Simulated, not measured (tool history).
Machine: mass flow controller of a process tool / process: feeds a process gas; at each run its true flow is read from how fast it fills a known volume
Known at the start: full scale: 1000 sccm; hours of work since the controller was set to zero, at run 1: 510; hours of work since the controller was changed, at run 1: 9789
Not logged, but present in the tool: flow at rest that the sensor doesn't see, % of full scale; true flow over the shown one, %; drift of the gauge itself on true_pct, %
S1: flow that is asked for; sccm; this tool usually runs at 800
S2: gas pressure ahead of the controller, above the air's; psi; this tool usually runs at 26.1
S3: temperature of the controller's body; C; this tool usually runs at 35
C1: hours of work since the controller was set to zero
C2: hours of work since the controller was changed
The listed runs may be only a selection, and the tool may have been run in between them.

Run 1, hour 0.0: usual settings; C1 510; C2 9789. Result: true flow (%) 99.89.
Run 2, hour 452.6: usual settings; C1 724; C2 10003. Result: true flow (%) 99.96.
Run 3, hour 693.0: usual settings; C1 838; C2 10117. Result: true flow (%) 99.82.
Run 4, hour 1145.7: usual settings; C1 1053; C2 10332. Result: true flow (%) 99.90.
Run 5, hour 1659.4: usual settings but S1 116 sccm; C1 1296; C2 10575. Result: true flow (%) 98.20.
Run 6, hour 2076.1: usual settings but S1 687 sccm; C1 1494; C2 10773. Result: true flow (%) 99.42.
Run 7, hour 2420.4: usual settings but S1 120 sccm; C1 1657; C2 10936. Result: true flow (%) 98.06.
Run 8, hour 2944.7: usual settings but S1 120 sccm; C1 1905; C2 11185. Result: true flow (%) 98.10.
Run 9, hour 3325.4: usual settings but S1 120 sccm; C1 2086; C2 11365. Result: true flow (%) 97.95.
Run 10, hour 3915.9: usual settings but S1 120 sccm; C1 2366; C2 11645. Result: true flow (%) 98.02.
Run 11, hour 4211.3: usual settings; C1 2506; C2 11785. Result: true flow (%) 99.58.
At hour 4478.4: controller exchanged for a calibrated one.
Run 12, hour 4642.8: usual settings; C1 78; C2 78. Result: true flow (%) 99.49.
Run 13, hour 5171.7: usual settings; C1 329; C2 329. Result: true flow (%) 99.47.
Run 14, hour 5574.3: usual settings; C1 519; C2 519. Result: true flow (%) 99.64.
Run 15, hour 6094.7: usual settings; C1 766; C2 766. Result: true flow (%) 99.44.
Run 16, hour 6604.9: usual settings; C1 1008; C2 1008. Result: true flow (%) 99.40.
Run 17, hour 7094.9: usual settings; C1 1240; C2 1240. Result: true flow (%) 99.34.
Run 18, hour 7677.5: usual settings; C1 1516; C2 1516. Result: true flow (%) 99.21.
Run 19, hour 8114.8: usual settings; C1 1724; C2 1724. Result: true flow (%) 99.18.
Run 20, hour 8525.6: usual settings; C1 1918; C2 1918. Result: true flow (%) 99.17.
Run 21, hour 8904.8: usual settings; C1 2098; C2 2098. Result: true flow (%) 99.14.
Run 22, hour 9452.3: usual settings but S1 162 sccm; C1 2358; C2 2358. Result: true flow (%) 97.65.
Run 23, hour 9721.5: usual settings but S1 162 sccm; C1 2485; C2 2485. Result: true flow (%) 97.62.

Forecast run 24:
Run 24, hour 10252.7: usual settings but S1 162 sccm, S2 30.5 psi, S3 23 C; C1 2737; C2 2737. Result: true flow (%) ?.

true flow (%): 97.04
On a tool with no hidden condition, and with the same random variation, this run would have come out at true flow (%) 97.89.
